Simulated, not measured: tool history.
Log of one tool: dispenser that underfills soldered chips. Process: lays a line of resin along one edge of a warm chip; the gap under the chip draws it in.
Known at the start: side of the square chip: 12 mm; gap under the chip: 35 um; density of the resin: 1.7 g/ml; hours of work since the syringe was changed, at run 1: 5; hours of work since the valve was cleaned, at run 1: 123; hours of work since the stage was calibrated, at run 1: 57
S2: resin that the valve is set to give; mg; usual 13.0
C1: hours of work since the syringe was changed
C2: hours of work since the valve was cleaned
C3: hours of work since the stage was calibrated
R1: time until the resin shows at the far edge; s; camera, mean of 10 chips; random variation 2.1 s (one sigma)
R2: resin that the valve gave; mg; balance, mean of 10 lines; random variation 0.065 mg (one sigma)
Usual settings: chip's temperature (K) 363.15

{"run": 1, "hour": 0.0, "chip's temperature (K)": 363.15, "S2": 13.0, "C1": 5, "C2": 123, "C3": 57, "R1": 264.9, "R2": 12.34}
{"hour": 0.8, "done": "new syringe of resin"}
{"run": 2, "hour": 3.0, "chip's temperature (K)": 363.15, "S2": 13.0, "C1": 2, "C2": 125, "C3": 59, "R1": 225.2, "R2": 12.34}
{"hour": 8.1, "done": "new syringe of resin"}
{"run": 3, "hour": 8.3, "chip's temperature (K)": 363.15, "S2": 13.0, "C1": 0, "C2": 129, "C3": 62, "R1": 207.4, "R2": 12.27}
{"run": 4, "hour": 12.7, "chip's temperature (K)": 363.15, "S2": 13.0, "C1": 3, "C2": 132, "C3": 66, "R1": 250.1, "R2": 12.34}
{"hour": 15.5, "done": "new syringe of resin"}
{"run": 5, "hour": 17.8, "chip's temperature (K)": 363.15, "S2": 16.1, "C1": 2, "C2": 136, "C3": 69, "R1": 224.3, "R2": 15.11}
{"hour": 22.8, "done": "new syringe of resin"}
{"run": 6, "hour": 23.2, "chip's temperature (K)": 363.15, "S2": 16.1, "C1": 0, "C2": 140, "C3": 73, "R1": 209.8, "R2": 15.17}
{"run": 7, "hour": 27.2, "chip's temperature (K)": 363.15, "S2": 16.1, "C1": 3, "C2": 143, "C3": 76, "R1": 240.1, "R2": 15.24}
{"hour": 30.5, "done": "dispensing valve cleaned and set on the balance"}
{"hour": 31.1, "done": "new syringe of resin"}
{"run": 8, "hour": 32.3, "chip's temperature (K)": 363.15, "S2": 16.1, "C1": 1, "C2": 1, "C3": 79, "R1": 211.2, "R2": 16.19}
{"run": 9, "hour": 37.4, "chip's temperature (K)": 363.15, "S2": 16.1, "C1": 5, "C2": 5, "C3": 83, "R1": 260.5, "R2": 16.16}
{"hour": 38.4, "done": "new syringe of resin"}
{"run": 10, "hour": 42.3, "chip's temperature (K)": 363.15, "S2": 16.1, "C1": 3, "C2": 8, "C3": 86, "R1": 238.8, "R2": 16.02}
{"hour": 45.9, "done": "new syringe of resin"}
{"run": 11, "hour": 46.9, "chip's temperature (K)": 363.15, "S2": 16.1, "C1": 1, "C2": 12, "C3": 89, "R1": 206.1, "R2": 16.13}
{"run": 12, "hour": 51.5, "chip's temperature (K)": 363.15, "S2": 16.1, "C1": 4, "C2": 15, "C3": 93, "R1": 251.2, "R2": 16.01}
{"hour": 53.1, "done": "new syringe of resin"}
{"run": 13, "hour": 55.1, "chip's temperature (K)": 363.15, "S2": 16.1, "C1": 1, "C2": 18, "C3": 95, "R1": 218.3, "R2": 16.02}
{"run": 14, "hour": 58.8, "chip's temperature (K)": 363.15, "S2": 16.1, "C1": 4, "C2": 20, "C3": 98, "R1": 251.6, "R2": 16.07}
{"hour": 60.4, "done": "new syringe of resin"}
{"run": 15, "hour": 62.9, "chip's temperature (K)": 350.15, "S2": 16.1, "C1": 2, "C2": 23, "C3": 101, "R1": 328.5, "R2": 15.93}
{"run": 16, "hour": 65.8, "chip's temperature (K)": 350.15, "S2": 16.1, "C1": 4, "C2": 25, "C3": 103, "R1": 357.5, "R2": 15.99}
{"hour": 67.7, "done": "new syringe of resin"}
{"run": 17, "hour": 69.7, "chip's temperature (K)": 350.15, "S2": 16.1, "C1": 1, "C2": 28, "C3": 106, "R1": 312.5, "R2": 15.95}
{"run": 18, "hour": 72.0, "chip's temperature (K)": 350.15, "S2": 16.1, "C1": 3, "C2": 30, "C3": 108, "R1": 343.5, "R2": 15.91}
{"hour": 75.1, "done": "new syringe of resin"}
{"run": 19, "hour": 75.6, "chip's temperature (K)": 353.15, "S2": 14.5, "C1": 0, "C2": 32, "C3": 110, "R1": 275.3, "R2": 14.39}
{"run": 20, "hour": 78.5, "chip's temperature (K)": 353.15, "S2": 14.5, "C1": 3, "C2": 35, "C3": 112, "R1": 307.8, "R2": 14.33}
{"hour": 82.4, "done": "new syringe of resin"}
{"run": 21, "hour": 82.7, "chip's temperature (K)": 358.15, "S2": 13.0, "C1": 0, "C2": 37, "C3": 115, "R1": 241.9, "R2": 12.84}
{"run": 22, "hour": 86.0, "chip's temperature (K)": 358.15, "S2": 13.0, "C1": 3, "C2": 40, "C3": 118, "R1": 276.3, "R2": 12.91}
{"hour": 89.8, "done": "new syringe of resin"}
{"run": 23, "hour": 89.9, "chip's temperature (K)": 367.15, "S2": 14.0, "C1": 0, "C2": 43, "C3": 120, "R1": 179.8, "R2": 13.69}
{"run": 24, "hour": 93.8, "chip's temperature (K)": 353.15, "S2": 11.1, "C1": 3, "C2": 46, "C3": 123, "R1": 329.1, "R2": 10.95}
{"hour": 97.1, "done": "new syringe of resin"}
{"run": 25, "hour": 97.9, "chip's temperature (K)": 353.15, "S2": 11.1, "C1": 1, "C2": 48, "C3": 126, "R1": 296.1, "R2": 10.91}
{"run": 26, "hour": 101.7, "chip's temperature (K)": 372.15, "S2": 16.6, "C1": 3, "C2": 51, "C3": 129, "R1": 191.3, "R2": 16.34}
{"hour": 104.5, "done": "new syringe of resin"}
{"run": 27, "hour": 104.6, "chip's temperature (K)": 372.15, "S2": 12.7, "C1": 0, "C2": 53, "C3": 131, "R1": 160.6, "R2": 12.43}
{"run": 28, "hour": 107.7, "chip's temperature (K)": 361.15, "S2": 11.7, "C1": 2, "C2": 55, "C3": 133, "R1": 251.3, "R2": 11.45}
{"run": 29, "hour": 110.2, "chip's temperature (K)": 369.15, "S2": 16.9, "C1": 4, "C2": 57, "C3": 135, "R1": 213.6, "R2": 16.52}

Forecast run 30:
{"hour": 112.1, "done": "new syringe of resin"}
{"run": 30, "hour": 115.0, "chip's temperature (K)": 369.15, "S2": 16.9, "C1": 2, "C2": 61, "C3": 139, "R1": "?", "R2": "?"}

{"run 30": {"R1": 195.2, "R2": 16.6}}
Without the tool's hidden state the same run would have given R1 173.0 s, R2 17.00 mg.
